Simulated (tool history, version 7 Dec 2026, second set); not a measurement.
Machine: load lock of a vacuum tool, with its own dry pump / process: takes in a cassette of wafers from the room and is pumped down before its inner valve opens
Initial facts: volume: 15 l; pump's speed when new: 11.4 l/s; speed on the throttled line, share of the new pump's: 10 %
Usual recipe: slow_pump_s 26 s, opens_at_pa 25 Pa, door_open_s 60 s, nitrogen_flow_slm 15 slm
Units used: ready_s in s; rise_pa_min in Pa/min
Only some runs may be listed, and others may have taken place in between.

run	hour	slow_pump_s	opens_at_pa	door_open_s	nitrogen_flow_slm	incoming humidity of the room's air, %	ready_s	rise_pa_min
1	0.0	26	25	60	15	45.4	35.7	0.088
2	257.5	26	25	60	15	45.1	36.7	0.089
3	640.7	26	25	60	15	47.2	35.9	0.094
4	1080.0	26	25	192	15	43.0	36.1	0.133
5	1385.4	26	25	192	33	46.6	36.3	0.102
6	1639.2	26	25	60	15	46.2	35.8	0.102
7	2158.3	40	25	60	15	45.7	48.2	0.103
8	2638.7	40	25	60	15	48.2	49.2	0.102
9	3113.2	46	25	60	15	46.6	54.6	0.106
10	3575.4	46	25	60	15	47.7	54.5	0.111
11	3826.3	46	25	60	15	45.0	54.2	0.108
12	4090.2	46	25	60	15	44.6	54.1	0.109
13	4378.7	46	25	60	15	41.9	54.9	0.104
14	4901.1	46	25	60	43	46.4	54.3	0.099
15	5224.6	26	22	27	10	43.5	37.4	0.109
16	5499.5	38	25	58	9	45.1	47.0	0.134
17	5800.7	26	25	50	6	44.5	37.3	0.131
# hour 5982.5: dry pump taken out, an overhauled one fitted
18	6115.3	26	25	50	6	47.9	34.1	0.135
19	6385.2	26	25	50	6	42.3	34.2	0.126
20	6693.0	26	27	48	15	44.4	34.0	0.120
21	7084.7	30	40	65	15	46.0	37.1	0.135
22	7394.5	21	29	50	26	44.6	30.0	0.120
23	7785.6	21	29	50	26	42.1	29.9	0.118
24	8161.2	41	29	50	4	45.8	47.4	0.157
25	8571.9	41	29	123	4	46.0	47.4	0.199
26	8878.9	18	29	39	4	42.2	27.1	0.151
27	9112.2	18	29	39	4	44.1	27.7	0.158
28	9521.8	18	29	39	4	43.6	27.1	0.162

4 options for the next run, each taken on its own from the tool as it stands now. Forecast them:
A	9814.4	18	29	104	8	45.4	?	?
B	9814.4	50	29	139	15	44.8	?	?
C	9814.4	34	26	60	10	44.8	?	?
D	9814.4	18	29	36	4	42.4	?	?

run	ready_s	rise_pa_min
A	27.2	0.183
B	55.8	0.185
C	41.6	0.163
D	27.1	0.160
Had the tool no hidden state, the same runs would have come out as:
run	ready_s	rise_pa_min
A	26.9	0.081
B	55.6	0.081
C	41.4	0.060
D	26.8	0.058

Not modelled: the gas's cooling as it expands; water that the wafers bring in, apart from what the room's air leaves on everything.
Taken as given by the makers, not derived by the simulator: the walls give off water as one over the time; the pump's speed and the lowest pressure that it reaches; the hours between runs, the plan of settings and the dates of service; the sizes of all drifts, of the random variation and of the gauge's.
